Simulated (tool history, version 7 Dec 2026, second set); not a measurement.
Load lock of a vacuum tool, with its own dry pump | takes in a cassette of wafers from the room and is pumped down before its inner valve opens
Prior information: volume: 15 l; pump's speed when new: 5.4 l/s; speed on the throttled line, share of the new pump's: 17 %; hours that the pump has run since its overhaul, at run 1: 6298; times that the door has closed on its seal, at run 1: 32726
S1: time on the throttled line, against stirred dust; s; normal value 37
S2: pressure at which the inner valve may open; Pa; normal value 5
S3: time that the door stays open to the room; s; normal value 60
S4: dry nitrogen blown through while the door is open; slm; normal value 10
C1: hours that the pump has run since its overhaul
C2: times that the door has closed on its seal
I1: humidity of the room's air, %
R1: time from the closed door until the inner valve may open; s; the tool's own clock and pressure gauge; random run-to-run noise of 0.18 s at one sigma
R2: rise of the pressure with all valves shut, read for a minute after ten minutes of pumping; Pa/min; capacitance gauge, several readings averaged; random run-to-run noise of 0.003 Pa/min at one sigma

run 1 hour=0 | S1=37 S2=5 S3=60 S4=10 | C1=6298 C2=32726 | I1=43 | R1=61.5 R2=0.496
run 2 hour=302.2 | S1=37 S2=5 S3=60 S4=10 | C1=6601 C2=34122 | I1=45 | R1=61.7 R2=0.518
run 3 hour=509.1 | S1=37 S2=5 S3=121 S4=10 | C1=6807 C2=35077 | I1=42.2 | R1=61.9 R2=0.559
run 4 hour=909 | S1=37 S2=5 S3=60 S4=10 | C1=7207 C2=36923 | I1=43 | R1=62 R2=0.584
-- hour=964.9 door's seal changed, seat wiped
run 5 hour=1335.6 | S1=37 S2=5 S3=171 S4=10 | C1=7632 C2=1712 | I1=44.5 | R1=62.3 R2=0.09
run 6 hour=1641.4 | S1=37 S2=5 S3=171 S4=10 | C1=7938 C2=3124 | I1=46.9 | R1=62.2 R2=0.092
run 7 hour=2061.9 | S1=62 S2=5 S3=171 S4=10 | C1=8359 C2=5066 | I1=44.2 | R1=82.6 R2=0.107
run 8 hour=2506.6 | S1=62 S2=5 S3=171 S4=10 | C1=8803 C2=7119 | I1=48.4 | R1=82.5 R2=0.118
run 9 hour=2742.6 | S1=62 S2=5 S3=171 S4=10 | C1=9039 C2=8208 | I1=40.4 | R1=83.2 R2=0.123
run 10 hour=2958.4 | S1=62 S2=5 S3=171 S4=10 | C1=9255 C2=9205 | I1=41.5 | R1=82.9 R2=0.128
run 11 hour=3343.9 | S1=27 S2=10 S3=94 S4=5 | C1=9641 C2=10985 | I1=40.7 | R1=52.8 R2=0.147
-- hour=3536.1 dry pump taken out, an overhauled one fitted
run 12 hour=3705.5 | S1=37 S2=5 S3=60 S4=13 | C1=169 C2=12627 | I1=50.7 | R1=58.9 R2=0.147
run 13 hour=4058.2 | S1=37 S2=5 S3=60 S4=13 | C1=522 C2=14255 | I1=50.3 | R1=58.6 R2=0.156
run 14 hour=4251.7 | S1=37 S2=5 S3=60 S4=14 | C1=716 C2=15149 | I1=44.5 | R1=59.1 R2=0.161
run 15 hour=4449.8 | S1=30 S2=6 S3=237 S4=20 | C1=914 C2=16063 | I1=42.8 | R1=52.8 R2=0.199
run 16 hour=4643.3 | S1=41 S2=6 S3=183 S4=10 | C1=1107 C2=16957 | I1=47.1 | R1=62.1 R2=0.23
run 17 hour=5045.9 | S1=41 S2=9 S3=44 S4=10 | C1=1510 C2=18815 | I1=45.5 | R1=60.7 R2=0.213
run 18 hour=5354.6 | S1=41 S2=9 S3=44 S4=10 | C1=1818 C2=20241 | I1=45.5 | R1=61 R2=0.239

4 options for the next run, each taken on its own from the tool as it stands now. Forecast them:
run A hour=5688.7 | S1=30 S2=8 S3=52 S4=10 | C1=2153 C2=21783 | I1=46 | R1=? R2=?
run B hour=5688.7 | S1=59 S2=9 S3=82 S4=10 | C1=2153 C2=21783 | I1=43.9 | R1=? R2=?
run C hour=5688.7 | S1=25 S2=6 S3=44 S4=5 | C1=2153 C2=21783 | I1=47 | R1=? R2=?
run D hour=5688.7 | S1=56 S2=9 S3=91 S4=10 | C1=2153 C2=21783 | I1=47.6 | R1=? R2=?

run=A R1=52 R2=0.259
run=B R1=75.7 R2=0.268
run=C R1=49.2 R2=0.27
run=D R1=73.4 R2=0.268
The same runs, with their run-to-run variation unchanged, on a tool lacking any hidden condition would have given:
run=A R1=51.3 R2=0.041
run=B R1=75.1 R2=0.05
run=C R1=48.4 R2=0.052
run=D R1=72.8 R2=0.05

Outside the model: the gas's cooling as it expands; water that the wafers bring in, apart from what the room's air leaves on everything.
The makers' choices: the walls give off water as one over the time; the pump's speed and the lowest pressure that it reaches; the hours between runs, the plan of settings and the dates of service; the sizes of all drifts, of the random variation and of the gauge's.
